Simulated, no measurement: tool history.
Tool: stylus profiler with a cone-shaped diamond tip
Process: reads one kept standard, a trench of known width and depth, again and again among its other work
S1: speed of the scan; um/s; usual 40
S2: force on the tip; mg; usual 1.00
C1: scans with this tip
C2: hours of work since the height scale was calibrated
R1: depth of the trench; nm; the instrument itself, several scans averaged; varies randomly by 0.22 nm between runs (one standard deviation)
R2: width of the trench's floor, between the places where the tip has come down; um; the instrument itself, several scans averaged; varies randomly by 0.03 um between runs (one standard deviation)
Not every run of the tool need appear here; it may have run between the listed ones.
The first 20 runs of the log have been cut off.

run    hour   S1    S2    C1    C2       R1     R2
 21   587.5   40  1.40  4500   875  1005.15  95.85
 22   628.4   40  1.00  4610   896  1003.79  95.83
 23   663.4   40  1.00  4705   915  1003.70  95.78
 24   709.2   40  1.00  4828   939  1003.62  95.89
 25   740.9   40  1.00  4914   955  1003.80  95.83
 26   769.3   85  1.34  4991   970  1005.02  95.70
 27   793.7  110  0.44  5057   983  1002.36  95.41
 28   837.3   18  2.02  5175  1006  1006.06  95.96
 29   863.7   57  0.51  5246  1020  1002.37  95.77
 30   893.1   57  0.51  5325  1035  1002.68  95.66
 31   916.1   42  0.43  5387  1048  1002.71  95.74
 32   957.0   42  0.43  5498  1069  1002.30  95.74
 33  1002.5   83  1.48  5621  1093  1005.49  95.75
 34  1044.0   96  0.77  5733  1115  1003.52  95.56
 35  1069.5   18  1.19  5802  1128  1004.56  95.91
 36  1113.1  108  0.62  5920  1151  1002.72  95.48
 37  1155.7   13  1.03  6035  1173  1004.32  95.96
 38  1180.9   13  1.03  6102  1187  1004.06  95.93
 39  1201.4   11  1.02  6158  1197  1003.83  95.92
 40  1244.8   11  1.02  6275  1220  1003.85  95.97
 41  1288.0   11  1.02  6392  1243  1004.17  95.89
 42  1309.1   11  1.02  6449  1254  1004.44  95.86
 43  1343.6   15  1.00  6542  1272  1004.14  95.94

Forecast run 44:
 44  1367.9  15  1.00  6608  1285   ?   ?

Logged for run 44: R1 1003.71 nm, R2 96.01 um.
Take away the tool's hidden state, keep the run-to-run variation as it was, and the same run would have given R1 1003.72 nm, R2 96.02 um.
